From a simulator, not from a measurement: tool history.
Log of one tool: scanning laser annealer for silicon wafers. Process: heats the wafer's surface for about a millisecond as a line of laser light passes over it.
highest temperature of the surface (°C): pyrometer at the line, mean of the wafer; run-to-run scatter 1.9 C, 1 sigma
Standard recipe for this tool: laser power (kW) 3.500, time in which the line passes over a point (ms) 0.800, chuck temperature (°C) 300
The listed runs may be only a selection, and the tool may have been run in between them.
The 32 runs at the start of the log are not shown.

run,hour,laser power (kW),time in which the line passes over a point (ms),chuck temperature (°C),highest temperature of the surface (°C)
33,579.3,3.675,0.950,303,1143
# hour 605.0: window over the wafer cleaned
34,606.1,3.734,0.597,324,1056
35,626.9,3.734,0.597,324,1049
36,643.2,3.734,0.597,324,1048
37,658.5,3.734,0.597,324,1049
38,668.9,3.500,0.745,331,1072
39,680.0,3.500,0.903,274,1081
40,696.1,3.255,0.583,339,950

Each row is a separate what-if for the run after 40, all from the same tool condition, not one after another. Results?
A,709.0,3.274,0.707,335,?
B,709.0,2.979,0.994,329,?
C,709.0,3.255,0.792,339,?
D,709.0,3.490,0.778,263,?
E,709.0,3.500,0.965,333,?

run,highest temperature of the surface (°C)
A,1003
B,1025
C,1038
D,1012
E,1162
The same runs, with their run-to-run variation unchanged, on a tool lacking any hidden condition would have given:
run,highest temperature of the surface (°C)
A,1022
B,1046
C,1058
D,1034
E,1186
